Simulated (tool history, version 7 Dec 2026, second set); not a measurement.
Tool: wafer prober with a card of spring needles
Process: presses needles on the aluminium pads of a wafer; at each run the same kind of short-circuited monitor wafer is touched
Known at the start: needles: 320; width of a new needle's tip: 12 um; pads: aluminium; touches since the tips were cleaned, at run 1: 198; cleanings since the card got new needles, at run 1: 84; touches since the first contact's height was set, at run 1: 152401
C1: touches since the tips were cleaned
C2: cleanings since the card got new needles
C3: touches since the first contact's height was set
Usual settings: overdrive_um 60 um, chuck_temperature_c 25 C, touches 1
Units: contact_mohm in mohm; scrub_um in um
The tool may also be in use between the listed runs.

{"run": 1, "hour": 0.0, "overdrive_um": 60, "chuck_temperature_c": 25, "touches": 1, "C1": 198, "C2": 84, "C3": 152401, "contact_mohm": 278, "scrub_um": 12.95}
{"hour": 16.3, "done": "tips cleaned on abrasive film"}
{"run": 2, "hour": 28.3, "overdrive_um": 60, "chuck_temperature_c": 25, "touches": 1, "C1": 5024, "C2": 85, "C3": 164249, "contact_mohm": 387, "scrub_um": 12.95}
{"hour": 31.7, "done": "tips cleaned on abrasive film"}
{"hour": 48.4, "done": "tips cleaned on abrasive film"}
{"hour": 64.6, "done": "tips cleaned on abrasive film"}
{"run": 3, "hour": 66.4, "overdrive_um": 60, "chuck_temperature_c": 25, "touches": 1, "C1": 774, "C2": 88, "C3": 180148, "contact_mohm": 301, "scrub_um": 12.93}
{"hour": 79.6, "done": "tips cleaned on abrasive film"}
{"hour": 96.0, "done": "tips cleaned on abrasive film"}
{"hour": 112.9, "done": "tips cleaned on abrasive film"}
{"hour": 129.3, "done": "tips cleaned on abrasive film"}
{"hour": 133.0, "done": "height of the first contact set anew"}
{"run": 4, "hour": 135.3, "overdrive_um": 60, "chuck_temperature_c": 25, "touches": 1, "C1": 2391, "C2": 92, "C3": 982, "contact_mohm": 360, "scrub_um": 12.56}
{"hour": 145.5, "done": "tips cleaned on abrasive film"}
{"hour": 161.2, "done": "tips cleaned on abrasive film"}
{"run": 5, "hour": 165.0, "overdrive_um": 60, "chuck_temperature_c": 25, "touches": 1, "C1": 1595, "C2": 94, "C3": 13395, "contact_mohm": 319, "scrub_um": 12.56}
{"hour": 175.2, "done": "tips cleaned on abrasive film"}
{"hour": 192.0, "done": "tips cleaned on abrasive film"}
{"hour": 208.9, "done": "tips cleaned on abrasive film"}
{"hour": 223.6, "done": "tips cleaned on abrasive film"}
{"run": 6, "hour": 223.6, "overdrive_um": 60, "chuck_temperature_c": 25, "touches": 1, "C1": 0, "C2": 98, "C3": 37831, "contact_mohm": 269, "scrub_um": 12.54}
{"hour": 240.2, "done": "tips cleaned on abrasive film"}
{"hour": 255.7, "done": "tips cleaned on abrasive film"}
{"run": 7, "hour": 255.7, "overdrive_um": 60, "chuck_temperature_c": 25, "touches": 1, "C1": 0, "C2": 100, "C3": 51265, "contact_mohm": 268, "scrub_um": 12.56}
{"hour": 272.2, "done": "tips cleaned on abrasive film"}
{"hour": 285.7, "done": "tips cleaned on abrasive film"}
{"hour": 302.5, "done": "tips cleaned on abrasive film"}
{"hour": 319.4, "done": "tips cleaned on abrasive film"}
{"run": 8, "hour": 325.3, "overdrive_um": 60, "chuck_temperature_c": 25, "touches": 1, "C1": 2477, "C2": 104, "C3": 80326, "contact_mohm": 357, "scrub_um": 12.52}
{"hour": 335.0, "done": "tips cleaned on abrasive film"}
{"hour": 345.2, "done": "height of the first contact set anew, once more"}
{"hour": 352.0, "done": "tips cleaned on abrasive film"}
{"hour": 365.5, "done": "tips cleaned on abrasive film"}
{"run": 9, "hour": 366.4, "overdrive_um": 74, "chuck_temperature_c": 25, "touches": 1, "C1": 367, "C2": 107, "C3": 8823, "contact_mohm": 263, "scrub_um": 16.37}
{"hour": 379.5, "done": "tips cleaned on abrasive film"}
{"hour": 396.0, "done": "tips cleaned on abrasive film"}
{"run": 10, "hour": 398.0, "overdrive_um": 74, "chuck_temperature_c": 25, "touches": 1, "C1": 854, "C2": 109, "C3": 22023, "contact_mohm": 282, "scrub_um": 16.34}
{"hour": 411.5, "done": "tips cleaned on abrasive film"}
{"hour": 428.4, "done": "tips cleaned on abrasive film"}
{"hour": 445.1, "done": "tips cleaned on abrasive film"}
{"run": 11, "hour": 445.9, "overdrive_um": 58, "chuck_temperature_c": 84, "touches": 2, "C1": 321, "C2": 112, "C3": 42001, "contact_mohm": 279, "scrub_um": 12.8}
{"hour": 459.4, "done": "tips cleaned on abrasive film"}
{"hour": 475.7, "done": "tips cleaned on abrasive film"}
{"run": 12, "hour": 477.8, "overdrive_um": 69, "chuck_temperature_c": 45, "touches": 2, "C1": 883, "C2": 114, "C3": 55329, "contact_mohm": 276, "scrub_um": 15.12}
{"hour": 491.3, "done": "tips cleaned on abrasive film"}
{"hour": 508.2, "done": "tips cleaned on abrasive film"}
{"hour": 521.7, "done": "tips cleaned on abrasive film"}
{"hour": 537.9, "done": "tips cleaned on abrasive film"}
{"run": 13, "hour": 537.9, "overdrive_um": 69, "chuck_temperature_c": 53, "touches": 2, "C1": 0, "C2": 118, "C3": 80402, "contact_mohm": 269, "scrub_um": 15.12}
{"hour": 554.2, "done": "tips cleaned on abrasive film"}
{"hour": 570.7, "done": "tips cleaned on abrasive film"}
{"hour": 586.7, "done": "tips cleaned on abrasive film"}
{"run": 14, "hour": 586.9, "overdrive_um": 69, "chuck_temperature_c": 41, "touches": 2, "C1": 46, "C2": 121, "C3": 100868, "contact_mohm": 265, "scrub_um": 15.09}
{"hour": 600.4, "done": "tips cleaned on abrasive film"}
{"hour": 616.4, "done": "tips cleaned on abrasive film"}
{"hour": 629.9, "done": "tips cleaned on abrasive film"}
{"run": 15, "hour": 641.5, "overdrive_um": 42, "chuck_temperature_c": 25, "touches": 2, "C1": 4855, "C2": 124, "C3": 123695, "contact_mohm": 442, "scrub_um": 9.05}
{"hour": 644.9, "done": "tips cleaned on abrasive film"}
{"hour": 660.8, "done": "tips cleaned on abrasive film"}
{"hour": 677.5, "done": "tips cleaned on abrasive film"}
{"hour": 694.1, "done": "tips cleaned on abrasive film"}
{"run": 16, "hour": 694.3, "overdrive_um": 42, "chuck_temperature_c": 25, "touches": 2, "C1": 86, "C2": 128, "C3": 145727, "contact_mohm": 273, "scrub_um": 8.96}

Forecast each of these 4 alternatives for the next run:
{"hour": 707.8, "done": "tips cleaned on abrasive film"}
{"hour": 724.5, "done": "tips cleaned on abrasive film"}
{"hour": 739.1, "done": "tips cleaned on abrasive film"}
{"run": "A", "hour": 739.1, "overdrive_um": 69, "chuck_temperature_c": 38, "touches": 1, "C1": 0, "C2": 131, "C3": 164410, "contact_mohm": "?", "scrub_um": "?"}
{"hour": 707.8, "done": "tips cleaned on abrasive film"}
{"hour": 724.5, "done": "tips cleaned on abrasive film"}
{"hour": 739.1, "done": "tips cleaned on abrasive film"}
{"run": "B", "hour": 739.1, "overdrive_um": 60, "chuck_temperature_c": 25, "touches": 2, "C1": 0, "C2": 131, "C3": 164410, "contact_mohm": "?", "scrub_um": "?"}
{"hour": 707.8, "done": "tips cleaned on abrasive film"}
{"hour": 724.5, "done": "tips cleaned on abrasive film"}
{"hour": 739.1, "done": "tips cleaned on abrasive film"}
{"run": "C", "hour": 739.1, "overdrive_um": 41, "chuck_temperature_c": 26, "touches": 2, "C1": 0, "C2": 131, "C3": 164410, "contact_mohm": "?", "scrub_um": "?"}
{"hour": 707.8, "done": "tips cleaned on abrasive film"}
{"hour": 724.5, "done": "tips cleaned on abrasive film"}
{"hour": 739.1, "done": "tips cleaned on abrasive film"}
{"run": "D", "hour": 739.1, "overdrive_um": 65, "chuck_temperature_c": 77, "touches": 3, "C1": 0, "C2": 131, "C3": 164410, "contact_mohm": "?", "scrub_um": "?"}

run=A contact_mohm=263 scrub_um=14.92
run=B contact_mohm=263 scrub_um=12.98
run=C contact_mohm=275 scrub_um=8.73
run=D contact_mohm=269 scrub_um=14.04
Without the tool's hidden state the same runs would have given:
run=A contact_mohm=251 scrub_um=15.29
run=B contact_mohm=253 scrub_um=13.34
run=C contact_mohm=256 scrub_um=9.10
run=D contact_mohm=262 scrub_um=14.41
